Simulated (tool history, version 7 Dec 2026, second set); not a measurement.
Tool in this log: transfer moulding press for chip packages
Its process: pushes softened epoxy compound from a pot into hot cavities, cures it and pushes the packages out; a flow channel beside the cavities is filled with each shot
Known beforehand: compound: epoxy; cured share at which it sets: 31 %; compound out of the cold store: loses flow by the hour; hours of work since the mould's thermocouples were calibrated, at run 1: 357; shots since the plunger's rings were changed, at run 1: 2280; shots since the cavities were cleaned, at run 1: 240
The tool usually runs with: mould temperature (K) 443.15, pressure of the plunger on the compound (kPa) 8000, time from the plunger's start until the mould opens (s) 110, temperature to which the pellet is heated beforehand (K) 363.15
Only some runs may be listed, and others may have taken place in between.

| run | hour | mould temperature (K) | pressure of the plunger on the compound (kPa) | time from the plunger's start until the mould opens (s) | temperature to which the pellet is heated beforehand (K) | hours of work since the mould's thermocouples were calibrated | shots since the plunger's rings were changed | shots since the cavities were cleaned | incoming compound's hours out of the cold store | length that the compound runs in the flow channel (mm) | greatest force on the pins that push the packages out (N) |
|---|---|---|---|---|---|---|---|---|---|---|---|
| 1 | 0.0 | 443.15 | 8000 | 110 | 363.15 | 357 | 2280 | 240 | 28.3 | 513 | 647 |
| 2 | 19.3 | 443.15 | 8000 | 110 | 363.15 | 371 | 2518 | 478 | 25.1 | 525 | 728 |
| 3 | 40.6 | 442.15 | 8000 | 110 | 363.15 | 386 | 2780 | 740 | 42.1 | 492 | 806 |
|  | 55.7 | cavities cleaned with cleaning compound and waxed |
| 4 | 62.4 | 443.15 | 8000 | 110 | 363.15 | 400 | 3030 | 82 | 22.8 | 509 | 590 |
| 5 | 79.3 | 443.15 | 8000 | 110 | 363.15 | 413 | 3239 | 291 | 38.2 | 488 | 632 |
| 6 | 105.0 | 443.15 | 8000 | 110 | 363.15 | 431 | 3555 | 607 | 15.0 | 522 | 776 |
| 7 | 127.4 | 443.15 | 9040 | 110 | 363.15 | 447 | 3832 | 884 | 11.8 | 559 | 785 |
|  | 132.7 | cavities cleaned with cleaning compound and waxed |
| 8 | 148.5 | 443.15 | 9040 | 110 | 363.15 | 461 | 4074 | 195 | 18.0 | 546 | 635 |
| 9 | 174.7 | 443.15 | 9040 | 110 | 363.15 | 480 | 4396 | 517 | 8.3 | 557 | 700 |
| 10 | 200.3 | 443.15 | 8000 | 101 | 363.15 | 498 | 4712 | 833 | 18.7 | 496 | 924 |
|  | 208.7 | cavities cleaned with cleaning compound and waxed |
| 11 | 221.2 | 443.15 | 8000 | 101 | 363.15 | 512 | 4951 | 154 | 46.1 | 474 | 673 |
|  | 234.3 | plunger's sealing rings changed |
| 12 | 250.8 | 443.15 | 8000 | 101 | 363.15 | 531 | 203 | 488 | 24.0 | 540 | 798 |
| 13 | 267.1 | 443.15 | 8000 | 110 | 363.15 | 543 | 404 | 689 | 36.1 | 524 | 747 |
| 14 | 283.8 | 451.15 | 8000 | 110 | 363.15 | 555 | 610 | 895 | 19.8 | 524 | 629 |
|  | 287.2 | cavities cleaned with cleaning compound and waxed |
| 15 | 306.3 | 451.15 | 8000 | 110 | 363.15 | 570 | 869 | 235 | 35.0 | 507 | 492 |
| 16 | 329.5 | 442.15 | 8700 | 112 | 363.15 | 587 | 1154 | 520 | 8.6 | 579 | 726 |
| 17 | 350.1 | 448.15 | 8700 | 112 | 371.15 | 601 | 1409 | 775 | 11.6 | 551 | 617 |
|  | 362.4 | cavities cleaned with cleaning compound and waxed |
| 18 | 373.2 | 436.15 | 8700 | 134 | 371.15 | 617 | 1675 | 133 | 25.7 | 558 | 609 |
| 19 | 391.4 | 436.15 | 8700 | 134 | 371.15 | 630 | 1899 | 357 | 16.9 | 576 | 716 |
| 20 | 404.7 | 436.15 | 8700 | 140 | 366.15 | 639 | 2064 | 522 | 8.6 | 582 | 743 |
| 21 | 432.1 | 438.15 | 8000 | 113 | 356.15 | 659 | 2402 | 860 | 38.9 | 505 | 1007 |
|  | 439.2 | cavities cleaned with cleaning compound and waxed |
| 22 | 454.6 | 438.15 | 8000 | 113 | 356.15 | 674 | 2660 | 189 | 29.0 | 524 | 795 |
|  | 466.9 | mould's thermocouples calibrated |
| 23 | 482.8 | 445.15 | 8480 | 106 | 366.15 | 11 | 2983 | 512 | 44.4 | 489 | 719 |
| 24 | 500.9 | 445.15 | 8480 | 106 | 366.15 | 24 | 3206 | 735 | 40.6 | 509 | 726 |
|  | 517.0 | cavities cleaned with cleaning compound and waxed |
| 25 | 525.3 | 445.15 | 8480 | 106 | 366.15 | 41 | 3489 | 103 | 32.4 | 508 | 583 |
| 26 | 547.2 | 441.15 | 6410 | 93 | 358.15 | 56 | 3758 | 372 | 9.4 | 476 | 1339 |
| 27 | 570.9 | 440.15 | 6410 | 93 | 364.15 | 73 | 4051 | 665 | 33.0 | 449 | 1427 |

Each row is a separate what-if for the run after 27, all from the same tool condition, not one after another. Results?
|  | 592.6 | cavities cleaned with cleaning compound and waxed |
| A | 599.8 | 440.15 | 7810 | 119 | 356.15 | 93 | 4388 | 88 | 25.0 | ? | ? |
|  | 592.6 | cavities cleaned with cleaning compound and waxed |
| B | 599.8 | 446.15 | 8240 | 93 | 358.15 | 93 | 4388 | 88 | 9.7 | ? | ? |
|  | 592.6 | cavities cleaned with cleaning compound and waxed |
| C | 599.8 | 443.15 | 9670 | 107 | 363.15 | 93 | 4388 | 88 | 26.9 | ? | ? |
|  | 592.6 | cavities cleaned with cleaning compound and waxed |
| D | 599.8 | 449.15 | 6410 | 93 | 372.15 | 93 | 4388 | 88 | 43.3 | ? | ? |

| run | length that the compound runs in the flow channel (mm) | greatest force on the pins that push the packages out (N) |
|---|---|---|
| A | 498 | 665 |
| B | 522 | 723 |
| C | 539 | 618 |
| D | 420 | 540 |
With the hidden condition removed and each run's random variation left untouched, the same runs would have given:
| run | length that the compound runs in the flow channel (mm) | greatest force on the pins that push the packages out (N) |
|---|---|---|
| A | 540 | 607 |
| B | 567 | 660 |
| C | 585 | 564 |
| D | 456 | 492 |
